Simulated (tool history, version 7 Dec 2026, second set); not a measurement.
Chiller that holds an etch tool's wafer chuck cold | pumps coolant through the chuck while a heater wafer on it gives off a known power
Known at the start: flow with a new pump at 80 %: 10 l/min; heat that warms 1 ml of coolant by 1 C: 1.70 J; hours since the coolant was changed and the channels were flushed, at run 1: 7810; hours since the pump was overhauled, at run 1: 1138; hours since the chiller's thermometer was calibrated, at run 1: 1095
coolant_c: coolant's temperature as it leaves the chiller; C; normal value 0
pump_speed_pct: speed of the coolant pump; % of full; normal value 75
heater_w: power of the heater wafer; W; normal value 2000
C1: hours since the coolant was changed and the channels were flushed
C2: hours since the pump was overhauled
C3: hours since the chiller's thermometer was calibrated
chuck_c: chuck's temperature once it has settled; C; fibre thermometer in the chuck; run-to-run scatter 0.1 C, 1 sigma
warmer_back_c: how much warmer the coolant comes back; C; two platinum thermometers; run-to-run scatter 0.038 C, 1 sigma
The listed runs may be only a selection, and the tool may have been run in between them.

{"run": 1, "hour": 0.0, "coolant_c": 0, "pump_speed_pct": 75, "heater_w": 2000, "C1": 7810, "C2": 1138, "C3": 1095, "chuck_c": 23.5, "warmer_back_c": 7.69}
{"run": 2, "hour": 37.9, "coolant_c": 0, "pump_speed_pct": 75, "heater_w": 2000, "C1": 7848, "C2": 1175, "C3": 1133, "chuck_c": 23.8, "warmer_back_c": 7.74}
{"run": 3, "hour": 69.7, "coolant_c": 0, "pump_speed_pct": 75, "heater_w": 2000, "C1": 7880, "C2": 1207, "C3": 1165, "chuck_c": 23.6, "warmer_back_c": 7.74}
{"run": 4, "hour": 102.9, "coolant_c": 0, "pump_speed_pct": 89, "heater_w": 2000, "C1": 7913, "C2": 1240, "C3": 1198, "chuck_c": 20.2, "warmer_back_c": 6.4}
{"run": 5, "hour": 143.2, "coolant_c": 0, "pump_speed_pct": 89, "heater_w": 2000, "C1": 7953, "C2": 1281, "C3": 1239, "chuck_c": 20.5, "warmer_back_c": 6.4}
{"run": 6, "hour": 170.3, "coolant_c": 0, "pump_speed_pct": 89, "heater_w": 1312, "C1": 7980, "C2": 1308, "C3": 1266, "chuck_c": 13.3, "warmer_back_c": 4.18}
{"run": 7, "hour": 201.4, "coolant_c": 0, "pump_speed_pct": 89, "heater_w": 1312, "C1": 8011, "C2": 1339, "C3": 1297, "chuck_c": 13.4, "warmer_back_c": 4.22}
{"hour": 204.4, "done": "chiller's thermometer calibrated"}
{"run": 8, "hour": 232.4, "coolant_c": -10, "pump_speed_pct": 71, "heater_w": 1793, "C1": 8041, "C2": 1369, "C3": 28, "chuck_c": 12.5, "warmer_back_c": 7.35}
{"run": 9, "hour": 266.0, "coolant_c": -10, "pump_speed_pct": 71, "heater_w": 1793, "C1": 8075, "C2": 1403, "C3": 62, "chuck_c": 12.3, "warmer_back_c": 7.36}

Run 10 comes next. What will it give?
{"run": 10, "hour": 296.7, "coolant_c": 4, "pump_speed_pct": 75, "heater_w": 1587, "C1": 8106, "C2": 1433, "C3": 92, "chuck_c": "?", "warmer_back_c": "?"}

chuck_c: 22.9 C
warmer_back_c: 6.08 C
Had the tool carried no hidden state, the very same run would have given chuck_c 20.7 C, warmer_back_c 5.99 C.

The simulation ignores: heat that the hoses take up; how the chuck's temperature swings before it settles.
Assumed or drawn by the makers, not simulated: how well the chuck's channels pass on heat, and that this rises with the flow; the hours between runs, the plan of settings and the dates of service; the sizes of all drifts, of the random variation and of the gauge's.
